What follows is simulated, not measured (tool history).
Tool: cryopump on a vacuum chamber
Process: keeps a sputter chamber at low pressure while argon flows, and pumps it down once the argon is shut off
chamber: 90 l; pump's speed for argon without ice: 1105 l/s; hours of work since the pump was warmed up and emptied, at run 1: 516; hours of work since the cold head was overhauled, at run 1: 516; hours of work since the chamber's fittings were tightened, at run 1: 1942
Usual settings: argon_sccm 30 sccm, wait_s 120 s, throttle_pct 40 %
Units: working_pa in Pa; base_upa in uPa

run     day  argon_sccm  wait_s  throttle_pct  hours of work since the pump was warmed up and emptied  hours of work since the cold head was overhauled  hours of work since the chamber's fittings were tightened  working_pa  base_upa
  1       0          30     120            40                                                     516                                               516                                                       1942      0.1208      1.78
  2   0.804          30     120            24                                                     527                                               527                                                       1953      0.1969      1.69
  3   1.833          30     120            40                                                     540                                               540                                                       1966      0.1211      1.71
  4   2.679          30     120            40                                                     552                                               552                                                       1978      0.1213      1.78
  5   3.475          23     120            40                                                     562                                               562                                                       1988      0.0917      1.78
  6   4.142          13     120            40                                                     571                                               571                                                       1997      0.0523      1.77
  7   5.333          13     191            37                                                     587                                               587                                                       2013      0.0569      1.41
  8   5.942          14     299            18                                                     595                                               595                                                       2021      0.1216      1.17
  9   7.179          15     299            37                                                     612                                               612                                                       2038      0.0669      1.15
 10   8.321          15     299            37                                                     627                                               627                                                       2053      0.0662      1.18
 11   9.617          60     120            40                                                     644                                               644                                                       2070      0.2441       1.8
 12  10.696          13     208            25                                                     658                                               658                                                       2084      0.0835      1.42

Measured less the same run without the tool's hidden state. The same run-to-run variation is in both; the gauge's scatter may not be:
The hidden state here: pump's speed, % of a pump's without ice; cold plate's temperature, K; leak into the chamber, uPa l/s; drift of the gauge itself on working_pa, %; drift of the gauge itself on base_upa, %.
run  working_pa  base_upa
  1     +0.0059     +0.45
  2     +0.0061     +0.44
  3     +0.0063     +0.45
  4     +0.0064     +0.46
  5      +0.005     +0.47
  6     +0.0029     +0.45
  7      +0.003     +0.47
  8     +0.0033     +0.48
  9     +0.0037     +0.47
 10     +0.0037     +0.48
 11     +0.0154     +0.49
 12     +0.0034      +0.5
